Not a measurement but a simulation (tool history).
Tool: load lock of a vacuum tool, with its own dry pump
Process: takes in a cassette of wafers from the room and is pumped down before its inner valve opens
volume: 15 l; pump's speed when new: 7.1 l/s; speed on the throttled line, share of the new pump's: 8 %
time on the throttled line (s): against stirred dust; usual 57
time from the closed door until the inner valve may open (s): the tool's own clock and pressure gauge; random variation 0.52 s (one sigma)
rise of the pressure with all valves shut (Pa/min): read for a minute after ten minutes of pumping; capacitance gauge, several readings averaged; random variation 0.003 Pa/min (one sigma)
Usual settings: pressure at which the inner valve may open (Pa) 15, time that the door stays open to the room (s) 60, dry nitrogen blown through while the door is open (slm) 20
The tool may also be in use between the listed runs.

run,day,time on the throttled line (s),pressure at which the inner valve may open (Pa),time that the door stays open to the room (s),dry nitrogen blown through while the door is open (slm),"incoming humidity of the room's air, %",time from the closed door until the inner valve may open (s),rise of the pressure with all valves shut (Pa/min)
1,0,57,15,60,20,44.5,72.1,0.068
2,4.196,57,15,60,20,45.1,72.9,0.066
3,13.192,57,15,60,20,45,73.9,0.066
4,22.333,57,15,201,20,44.7,72.4,0.092
5,28.392,57,21,201,20,46.8,71.4,0.106
6,37.525,57,15,60,30,45.3,73,0.069
7,42.879,57,15,60,30,47.7,73.3,0.072
8,50.888,57,15,60,30,47.8,72.2,0.077
9,55.367,57,15,28,20,45.3,71.7,0.078
10,61.262,57,15,28,20,46.1,73.1,0.078
11,68.5,57,15,28,20,44.5,72.4,0.075
12,73.571,57,15,28,20,44.6,72.8,0.078
13,80.371,57,15,28,20,44.3,73.8,0.086
14,86.679,39,15,28,20,44.9,56.5,0.089
15,91.425,39,15,28,20,44,56.8,0.088
16,98.338,39,15,28,20,42.9,56.6,0.094
17,106.862,57,15,60,20,42.8,72.9,0.107
18,113.954,36,17,60,8,42.1,53.8,0.127
19,122.583,42,17,196,42,45.9,59.5,0.123
20,127.575,57,15,178,6,48.3,74,0.186
21,131.804,57,15,178,6,44.2,73.3,0.183
22,136.488,89,18,218,20,43.8,102.3,0.154
23,142.092,89,18,218,20,41.7,101.1,0.159
24,150.183,93,15,25,45,46.7,106.2,0.12
25,158.879,59,22,55,20,43.6,73.8,0.147
26,166.142,42,15,220,20,48.2,60.8,0.18
27,170.8,57,15,27,6,43.4,73.4,0.159
28,177.15,57,15,158,35,45.2,73.2,0.166
29,181.45,57,12,53,16,47.1,74.2,0.162
30,189.496,57,12,53,16,51,73.8,0.176
31,194.279,57,12,53,16,43.2,73.4,0.168
32,199.838,57,12,53,16,47.2,73.8,0.175
33,208.588,29,22,202,25,46,47.1,0.201
34,217.283,97,22,147,6,46,109.5,0.238

Forecast each of these 3 alternatives for the next run:
A,223.029,46,22,60,14,45.1,?,?
B,223.029,97,22,31,6,45.2,?,?
C,223.029,40,22,147,6,43.1,?,?

run,time from the closed door until the inner valve may open (s),rise of the pressure with all valves shut (Pa/min)
A,63.3,0.203
B,108.9,0.211
C,58.6,0.235
Without the tool's hidden state the same runs would have given:
run,time from the closed door until the inner valve may open (s),rise of the pressure with all valves shut (Pa/min)
A,60.4,0.054
B,106.9,0.061
C,55.6,0.087
